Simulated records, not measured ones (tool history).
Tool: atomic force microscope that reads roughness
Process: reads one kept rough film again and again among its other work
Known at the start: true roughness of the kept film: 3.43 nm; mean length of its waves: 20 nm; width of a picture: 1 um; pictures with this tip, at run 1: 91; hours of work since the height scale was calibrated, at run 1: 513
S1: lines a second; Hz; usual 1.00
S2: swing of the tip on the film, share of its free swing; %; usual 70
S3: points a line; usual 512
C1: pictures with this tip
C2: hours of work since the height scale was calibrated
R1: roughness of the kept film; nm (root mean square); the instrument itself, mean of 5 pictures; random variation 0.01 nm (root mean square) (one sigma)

| run | hour | S1 | S2 | S3 | C1 | C2 | R1 |
|---|---|---|---|---|---|---|---|
| 1 | 0.0 | 1.00 | 70 | 512 | 91 | 513 | 1.882 |
| 2 | 32.2 | 1.00 | 70 | 512 | 119 | 527 | 1.767 |
| 3 | 69.0 | 1.00 | 70 | 512 | 151 | 543 | 1.634 |
| 4 | 115.2 | 1.00 | 63 | 512 | 191 | 562 | 1.546 |
| 5 | 152.1 | 1.00 | 63 | 512 | 224 | 578 | 1.445 |
| 6 | 193.8 | 2.83 | 86 | 312 | 260 | 596 | 0.977 |
|  | 205.7 | new tip fitted |
| 7 | 231.6 | 2.83 | 86 | 312 | 22 | 612 | 1.625 |
| 8 | 261.9 | 0.87 | 86 | 312 | 49 | 625 | 1.867 |
| 9 | 290.2 | 0.91 | 75 | 933 | 74 | 637 | 1.874 |

Run 10 comes next. What will it give?
| 10 | 313.4 | 1.00 | 70 | 583 | 94 | 647 | ? |

Run 10 gave R1 1.774 nm (root mean square).
Without the tool's hidden state the same run would have given R1 2.391 nm (root mean square).
